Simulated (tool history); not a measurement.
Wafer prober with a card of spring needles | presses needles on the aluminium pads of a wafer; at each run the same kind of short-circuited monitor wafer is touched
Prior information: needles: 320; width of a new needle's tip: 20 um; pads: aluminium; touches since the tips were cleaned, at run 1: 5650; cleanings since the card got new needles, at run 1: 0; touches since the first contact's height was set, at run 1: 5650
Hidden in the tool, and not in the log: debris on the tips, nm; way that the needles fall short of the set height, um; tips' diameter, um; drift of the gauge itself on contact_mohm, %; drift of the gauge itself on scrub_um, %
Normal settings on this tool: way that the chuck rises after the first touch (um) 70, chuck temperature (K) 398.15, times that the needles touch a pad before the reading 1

run,hour,way that the chuck rises after the first touch (um),chuck temperature (K),times that the needles touch a pad before the reading,touches since the tips were cleaned,cleanings since the card got new needles,touches since the first contact's height was set,resistance of one needle with its contact and lead (mohm),way that a needle slides on the pad (um)
1,0,70,398.15,1,5650,0,5650,200,18.475
# hour 2.5: tips cleaned on abrasive film
2,5.3,70,398.15,1,1309,1,8076,202,18.475
3,11.8,70,398.15,1,4329,1,11096,202,18.46
# hour 16.9: tips cleaned on abrasive film
4,17.1,70,398.15,1,78,2,13496,205,18.471
5,28.7,70,398.15,1,5471,2,18889,203,18.471
# hour 31.1: tips cleaned on abrasive film
6,39.2,70,398.15,1,3782,3,23736,203,18.47
# hour 45.9: tips cleaned on abrasive film
7,46.7,70,398.15,3,349,4,27135,202,18.468
8,55.1,70,398.15,3,4243,4,31029,203,18.473
# hour 60.1: tips cleaned on abrasive film
9,63,70,398.15,1,1360,5,34666,202,18.475
10,73.4,70,398.15,1,6185,5,39491,200,18.483
# hour 74.6: tips cleaned on abrasive film
11,81.4,70,398.15,1,3148,6,43170,202,18.466
12,87.2,70,304.15,1,5853,6,45875,184,18.476
# hour 88.8: tips cleaned on abrasive film
13,93,70,398.15,1,1957,7,48525,204,18.464
14,98.5,70,398.15,1,4490,7,51058,205,18.467
# hour 102.7: tips cleaned on abrasive film
15,109.8,78,398.15,1,3279,8,56267,198,20.577
# hour 117.1: tips cleaned on abrasive film
16,119.3,70,398.15,1,1030,9,60637,203,18.472
# hour 128.4: height of the first contact set anew
17,128.9,70,398.15,1,5328,9,234,203,18.47
# hour 131.6: tips cleaned on abrasive film
18,135.4,70,398.15,1,1792,10,3236,203,18.466
# hour 145.5: tips cleaned on abrasive film
19,147.7,63,301.15,2,1049,11,8899,182,16.616
20,153.9,63,301.15,2,3905,11,11755,183,16.618
# hour 159.5: tips cleaned on abrasive film
21,163,63,301.15,2,1635,12,15969,184,16.614

Run 22 is up next; what results do you expect?
# hour 173.5: tips cleaned on abrasive film
22,173.6,63,301.15,2,33,13,20807,?,?

For run 22 the tool returned resistance of one needle with its contact and lead (mohm) 183, way that a needle slides on the pad (um) 16.623.
Minus the tool's unlogged condition, the same run would have read resistance of one needle with its contact and lead (mohm) 183, way that a needle slides on the pad (um) 16.623.

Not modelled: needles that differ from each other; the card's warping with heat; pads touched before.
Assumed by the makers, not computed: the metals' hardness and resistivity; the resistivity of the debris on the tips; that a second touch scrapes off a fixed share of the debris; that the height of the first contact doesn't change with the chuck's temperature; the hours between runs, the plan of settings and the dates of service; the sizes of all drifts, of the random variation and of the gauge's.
